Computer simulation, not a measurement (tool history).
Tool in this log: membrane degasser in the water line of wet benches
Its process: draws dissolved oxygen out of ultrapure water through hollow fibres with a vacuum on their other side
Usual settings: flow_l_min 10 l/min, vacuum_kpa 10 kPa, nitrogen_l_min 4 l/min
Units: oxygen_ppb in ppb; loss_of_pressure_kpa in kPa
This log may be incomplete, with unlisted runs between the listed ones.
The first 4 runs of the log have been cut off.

{"run": 5, "day": 19.246, "flow_l_min": 10, "vacuum_kpa": 10, "nitrogen_l_min": 4, "oxygen_ppb": 310.2, "loss_of_pressure_kpa": 62.55}
{"run": 6, "day": 24.354, "flow_l_min": 10, "vacuum_kpa": 10, "nitrogen_l_min": 4, "oxygen_ppb": 314.8, "loss_of_pressure_kpa": 62.35}
{"run": 7, "day": 27.704, "flow_l_min": 10, "vacuum_kpa": 10, "nitrogen_l_min": 2.64, "oxygen_ppb": 338.6, "loss_of_pressure_kpa": 62.02}
{"run": 8, "day": 30.788, "flow_l_min": 10, "vacuum_kpa": 10, "nitrogen_l_min": 2.64, "oxygen_ppb": 336.8, "loss_of_pressure_kpa": 61.76}
{"run": 9, "day": 36.733, "flow_l_min": 10, "vacuum_kpa": 10, "nitrogen_l_min": 2.64, "oxygen_ppb": 326.7, "loss_of_pressure_kpa": 62.65}
{"run": 10, "day": 40.25, "flow_l_min": 10, "vacuum_kpa": 10, "nitrogen_l_min": 2.64, "oxygen_ppb": 335.5, "loss_of_pressure_kpa": 62.36}
{"run": 11, "day": 43.842, "flow_l_min": 10, "vacuum_kpa": 12.1, "nitrogen_l_min": 4, "oxygen_ppb": 326.5, "loss_of_pressure_kpa": 62.42}
{"run": 12, "day": 48.188, "flow_l_min": 10, "vacuum_kpa": 12.1, "nitrogen_l_min": 4, "oxygen_ppb": 325.4, "loss_of_pressure_kpa": 62.25}
{"run": 13, "day": 55.404, "flow_l_min": 10, "vacuum_kpa": 12.1, "nitrogen_l_min": 4, "oxygen_ppb": 331.1, "loss_of_pressure_kpa": 62.5}
{"run": 14, "day": 62.1, "flow_l_min": 10, "vacuum_kpa": 12.1, "nitrogen_l_min": 4, "oxygen_ppb": 333.3, "loss_of_pressure_kpa": 62.23}
{"run": 15, "day": 66.092, "flow_l_min": 10, "vacuum_kpa": 10, "nitrogen_l_min": 1.96, "oxygen_ppb": 365.3, "loss_of_pressure_kpa": 62.29}
{"run": 16, "day": 69.033, "flow_l_min": 10, "vacuum_kpa": 10, "nitrogen_l_min": 2.68, "oxygen_ppb": 332.9, "loss_of_pressure_kpa": 62.62}

Run 17 has not been measured yet. What should we expect?
{"run": 17, "day": 73.658, "flow_l_min": 10, "vacuum_kpa": 10, "nitrogen_l_min": 2.68, "oxygen_ppb": "?", "loss_of_pressure_kpa": "?"}

oxygen_ppb: 337.4 ppb
loss_of_pressure_kpa: 62.46 kPa
On a tool with no hidden condition, and with the same random variation, this run would have come out at oxygen_ppb 322.7 ppb, loss_of_pressure_kpa 61.7 kPa.

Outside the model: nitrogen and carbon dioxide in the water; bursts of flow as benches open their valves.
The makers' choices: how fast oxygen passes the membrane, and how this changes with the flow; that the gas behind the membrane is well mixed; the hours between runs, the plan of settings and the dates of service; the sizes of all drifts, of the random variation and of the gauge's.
